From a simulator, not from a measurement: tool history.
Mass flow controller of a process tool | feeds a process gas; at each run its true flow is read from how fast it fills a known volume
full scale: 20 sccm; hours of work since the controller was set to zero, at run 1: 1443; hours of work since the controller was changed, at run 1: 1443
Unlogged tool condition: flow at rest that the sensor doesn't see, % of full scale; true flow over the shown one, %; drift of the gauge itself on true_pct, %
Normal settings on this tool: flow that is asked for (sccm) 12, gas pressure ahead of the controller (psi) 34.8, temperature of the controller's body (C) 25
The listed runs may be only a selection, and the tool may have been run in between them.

run,hour,flow that is asked for (sccm),gas pressure ahead of the controller (psi),temperature of the controller's body (C),hours of work since the controller was set to zero,hours of work since the controller was changed,true flow (%)
1,0.0,12,34.8,25,1443,1443,99.15
2,148.7,12,34.8,25,1551,1551,99.18
3,320.5,6,34.8,25,1675,1675,98.46
4,491.4,6,34.8,25,1799,1799,98.28
5,659.1,12,28.3,25,1921,1921,98.91
6,832.6,12,28.3,25,2046,2046,98.94
7,961.4,12,34.8,25,2140,2140,99.00
8,1166.5,12,34.8,25,2288,2288,98.88
9,1307.8,12,34.8,25,2391,2391,99.01
10,1454.3,12,34.8,25,2497,2497,98.90
11,1585.7,12,34.8,25,2592,2592,98.87
12,1714.8,12,34.8,25,2686,2686,99.01
13,1930.9,2,34.8,25,2842,2842,97.70
14,2119.2,12,34.8,21,2979,2979,98.80
15,2346.1,12,30.0,25,3143,3143,98.74
16,2481.6,12,20.7,25,3241,3241,98.55
17,2589.0,12,20.7,25,3319,3319,98.47
18,2816.2,12,20.7,25,3484,3484,98.43
19,3045.1,12,34.8,35,3650,3650,99.01
20,3176.2,12,34.8,32,3744,3744,98.82
21,3376.9,12,34.8,32,3890,3890,98.93
22,3570.0,12,34.8,36,4030,4030,98.88
23,3669.5,12,34.8,36,4102,4102,98.88
24,3809.2,6,34.8,24,4203,4203,97.88
25,3960.7,6,34.8,24,4313,4313,97.88
26,4098.0,5,23.9,33,4412,4412,97.63
27,4206.4,7,22.3,35,4491,4491,97.97
28,4381.9,6,23.4,27,4618,4618,97.60
29,4568.3,6,23.4,27,4753,4753,97.68
30,4794.9,6,23.4,27,4917,4917,97.66
31,5017.5,6,23.4,27,5079,5079,97.54
32,5147.4,2,39.0,27,5173,5173,97.49
33,5253.4,2,39.0,27,5249,5249,97.50
34,5377.4,2,39.0,27,5339,5339,97.55
# hour 5466.6: gauge calibrated
35,5505.9,5,23.8,27,5432,5432,98.01
36,5660.6,5,24.4,27,5544,5544,98.17

Below are 4 alternative next runs, each starting from the tool's condition after run 36. Predict each:
A,5896.3,8,23.1,28,5715,5715,?
B,5896.3,9,34.8,22,5715,5715,?
C,5896.3,2,34.1,38,5715,5715,?
D,5896.3,6,34.8,25,5715,5715,?

run,true flow (%)
A,98.47
B,98.60
C,98.28
D,98.35
Without the tool's unlogged condition, the same runs would have read:
run,true flow (%)
A,98.54
B,98.67
C,98.28
D,98.41
